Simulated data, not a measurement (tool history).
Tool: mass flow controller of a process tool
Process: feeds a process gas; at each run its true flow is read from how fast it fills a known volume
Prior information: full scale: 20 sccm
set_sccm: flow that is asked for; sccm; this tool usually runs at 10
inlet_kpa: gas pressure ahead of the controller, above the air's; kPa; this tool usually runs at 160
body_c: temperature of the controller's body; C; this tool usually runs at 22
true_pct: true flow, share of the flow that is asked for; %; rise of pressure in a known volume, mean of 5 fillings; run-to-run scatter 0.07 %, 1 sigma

Run 1, hour 0: usual settings. Result: true_pct 98 %.
Run 2, hour 88.6: usual settings. Result: true_pct 97.91 %.
Run 3, hour 202.6: usual settings. Result: true_pct 97.84 %.
Run 4, hour 313: usual settings. Result: true_pct 97.92 %.
Run 5, hour 438.3: usual settings. Result: true_pct 97.85 %.
Run 6, hour 538: usual settings. Result: true_pct 97.8 %.
Run 7, hour 616.3: usual settings. Result: true_pct 97.71 %.
Run 8, hour 747: usual settings but body_c 25 C. Result: true_pct 98.08 %.
Run 9, hour 895: usual settings but body_c 25 C. Result: true_pct 97.94 %.
Run 10, hour 995.3: usual settings but body_c 25 C. Result: true_pct 97.91 %.
Run 11, hour 1146.1: usual settings but inlet_kpa 279 kPa, body_c 25 C. Result: true_pct 97.14 %.
Run 12, hour 1233.4: usual settings but inlet_kpa 279 kPa, body_c 25 C. Result: true_pct 96.95 %.
Run 13, hour 1369.2: usual settings but set_sccm 12 sccm, inlet_kpa 266 kPa, body_c 24 C. Result: true_pct 97.42 %.
Run 14, hour 1518.1: usual settings but set_sccm 3 sccm, inlet_kpa 258 kPa, body_c 36 C. Result: true_pct 92.16 %.
Run 15, hour 1702.3: usual settings but set_sccm 3 sccm, inlet_kpa 235 kPa, body_c 34 C. Result: true_pct 88.76 %.
Run 16, hour 1807.8: usual settings but set_sccm 3 sccm, inlet_kpa 252 kPa, body_c 34 C. Result: true_pct 88.54 %.
Run 17, hour 1934: usual settings but set_sccm 3 sccm, inlet_kpa 252 kPa, body_c 34 C. Result: true_pct 88.33 %.
Run 18, hour 2030.5: usual settings but set_sccm 3 sccm, inlet_kpa 252 kPa, body_c 38 C. Result: true_pct 88.69 %.
Run 19, hour 2150.3: usual settings but inlet_kpa 236 kPa. Result: true_pct 99.26 %.
Run 20, hour 2338.3: usual settings but set_sccm 12 sccm, body_c 38 C. Result: true_pct 101.27 %.
Run 21, hour 2507.1: usual settings but set_sccm 12 sccm, body_c 38 C. Result: true_pct 101.15 %.
Run 22, hour 2695.5: usual settings but inlet_kpa 174 kPa, body_c 24 C. Result: true_pct 99.84 %.
Run 23, hour 2823.4: usual settings but set_sccm 3 sccm, inlet_kpa 213 kPa, body_c 36 C. Result: true_pct 99.32 %.
Run 24, hour 3007.6: usual settings but set_sccm 3 sccm, inlet_kpa 164 kPa, body_c 36 C. Result: true_pct 99.61 %.

Removed from this log: 2 entries logged between the listed runs. Between which two listed runs does each belong, and how does the tool's hidden state at the listed run before it compare with that at the listed run after it?
In the gap between runs 14 and 15: controller's zero set anew (hour 1535.9)
  flow at rest that the sensor doesn't see, % of full scale: -1.125 -> -1.623; true flow over the shown one, %: 0.59 -> 0.6
  measured result minus the result with no hidden state, true_pct: -6.91 -> -10.22 %
In the gap between runs 18 and 19: controller's zero set anew, once more (hour 2144.9)
  flow at rest that the sensor doesn't see, % of full scale: -1.671 -> -0.01; true flow over the shown one, %: 0.63 -> 0.64
  measured result minus the result with no hidden state, true_pct: -10.51 -> +0.61 %

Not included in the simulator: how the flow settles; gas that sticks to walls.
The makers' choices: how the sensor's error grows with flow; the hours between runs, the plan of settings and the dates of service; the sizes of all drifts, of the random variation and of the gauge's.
